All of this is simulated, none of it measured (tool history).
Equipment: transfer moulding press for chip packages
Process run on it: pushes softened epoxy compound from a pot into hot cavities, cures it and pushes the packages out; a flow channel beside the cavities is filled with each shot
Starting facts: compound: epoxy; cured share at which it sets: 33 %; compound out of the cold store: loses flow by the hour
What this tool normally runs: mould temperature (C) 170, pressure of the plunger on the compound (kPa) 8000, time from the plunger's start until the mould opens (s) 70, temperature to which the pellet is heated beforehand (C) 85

| run | day | mould temperature (C) | pressure of the plunger on the compound (kPa) | time from the plunger's start until the mould opens (s) | temperature to which the pellet is heated beforehand (C) | incoming compound's hours out of the cold store | length that the compound runs in the flow channel (mm) | greatest force on the pins that push the packages out (N) |
|---|---|---|---|---|---|---|---|---|
| 1 | 0.000 | 170 | 8000 | 70 | 85 | 26.9 | 622 | 663 |
|  | 0.596 | cavities cleaned with cleaning compound and waxed |
| 2 | 0.854 | 170 | 8000 | 70 | 85 | 27.8 | 613 | 636 |
| 3 | 1.550 | 170 | 8000 | 70 | 85 | 41.8 | 576 | 609 |
| 4 | 2.117 | 170 | 8000 | 70 | 85 | 16.3 | 652 | 665 |
|  | 2.225 | cavities cleaned with cleaning compound and waxed |
| 5 | 2.921 | 167 | 8000 | 70 | 85 | 20.3 | 643 | 788 |
| 6 | 3.321 | 170 | 8000 | 70 | 85 | 39.9 | 582 | 599 |
| 7 | 3.683 | 170 | 8000 | 70 | 85 | 47.6 | 560 | 604 |
|  | 3.867 | cavities cleaned with cleaning compound and waxed |
| 8 | 4.396 | 170 | 8000 | 51 | 85 | 36.7 | 593 | 1461 |
| 9 | 4.788 | 170 | 8000 | 51 | 85 | 25.7 | 621 | 1457 |
|  | 5.500 | cavities cleaned with cleaning compound and waxed |
| 10 | 5.558 | 170 | 8000 | 51 | 85 | 45.1 | 571 | 1407 |
| 11 | 6.008 | 170 | 8000 | 51 | 85 | 31.7 | 601 | 1466 |
| 12 | 6.604 | 170 | 8000 | 51 | 85 | 30.3 | 605 | 1480 |
|  | 7.108 | cavities cleaned with cleaning compound and waxed |
| 13 | 7.212 | 170 | 8000 | 51 | 85 | 12.4 | 663 | 1572 |
| 14 | 7.675 | 170 | 8000 | 51 | 85 | 16.0 | 645 | 1539 |
| 15 | 8.300 | 166 | 9380 | 62 | 90 | 9.4 | 733 | 1253 |
|  | 8.712 | cavities cleaned with cleaning compound and waxed |
| 16 | 9.000 | 166 | 9380 | 62 | 90 | 22.6 | 693 | 1197 |
| 17 | 9.696 | 170 | 8000 | 91 | 85 | 30.7 | 613 | 436 |
|  | 10.350 | cavities cleaned with cleaning compound and waxed |
| 18 | 10.350 | 170 | 8000 | 91 | 85 | 26.0 | 621 | 417 |
| 19 | 11.217 | 176 | 8000 | 70 | 95 | 18.1 | 627 | 429 |
|  | 11.996 | cavities cleaned with cleaning compound and waxed |
| 20 | 12.096 | 165 | 6090 | 53 | 78 | 35.2 | 535 | 1746 |
| 21 | 12.675 | 165 | 7430 | 70 | 94 | 27.8 | 604 | 884 |
| 22 | 13.092 | 167 | 7710 | 70 | 85 | 46.3 | 565 | 761 |
|  | 13.633 | cavities cleaned with cleaning compound and waxed |
| 23 | 13.838 | 167 | 6210 | 70 | 85 | 33.2 | 532 | 793 |
| 24 | 14.475 | 173 | 6360 | 52 | 83 | 12.4 | 578 | 1323 |
| 25 | 15.129 | 169 | 7300 | 52 | 76 | 26.9 | 598 | 1682 |
|  | 15.279 | cavities cleaned with cleaning compound and waxed |
| 26 | 15.838 | 170 | 6800 | 70 | 88 | 20.9 | 584 | 639 |
| 27 | 16.454 | 174 | 6800 | 74 | 88 | 13.5 | 597 | 458 |

Below are 4 alternative next runs, each starting from the tool's condition after run 27. Predict each:
|  | 16.900 | cavities cleaned with cleaning compound and waxed |
|  | 17.417 | plunger's sealing rings changed |
| A | 17.450 | 170 | 9770 | 70 | 85 | 19.3 | ? | ? |
|  | 16.900 | cavities cleaned with cleaning compound and waxed |
|  | 17.417 | plunger's sealing rings changed |
| B | 17.450 | 170 | 7650 | 62 | 85 | 44.3 | ? | ? |
|  | 16.900 | cavities cleaned with cleaning compound and waxed |
|  | 17.417 | plunger's sealing rings changed |
| C | 17.450 | 173 | 9420 | 70 | 94 | 17.3 | ? | ? |
|  | 16.900 | cavities cleaned with cleaning compound and waxed |
|  | 17.417 | plunger's sealing rings changed |
| D | 17.450 | 167 | 8000 | 104 | 78 | 26.1 | ? | ? |

| run | length that the compound runs in the flow channel (mm) | greatest force on the pins that push the packages out (N) |
|---|---|---|
| A | 709 | 655 |
| B | 554 | 851 |
| C | 692 | 530 |
| D | 627 | 417 |
Stripped of hidden state, with their random variation kept, the same runs would have yielded:
| run | length that the compound runs in the flow channel (mm) | greatest force on the pins that push the packages out (N) |
|---|---|---|
| A | 709 | 651 |
| B | 554 | 846 |
| C | 692 | 527 |
| D | 627 | 415 |
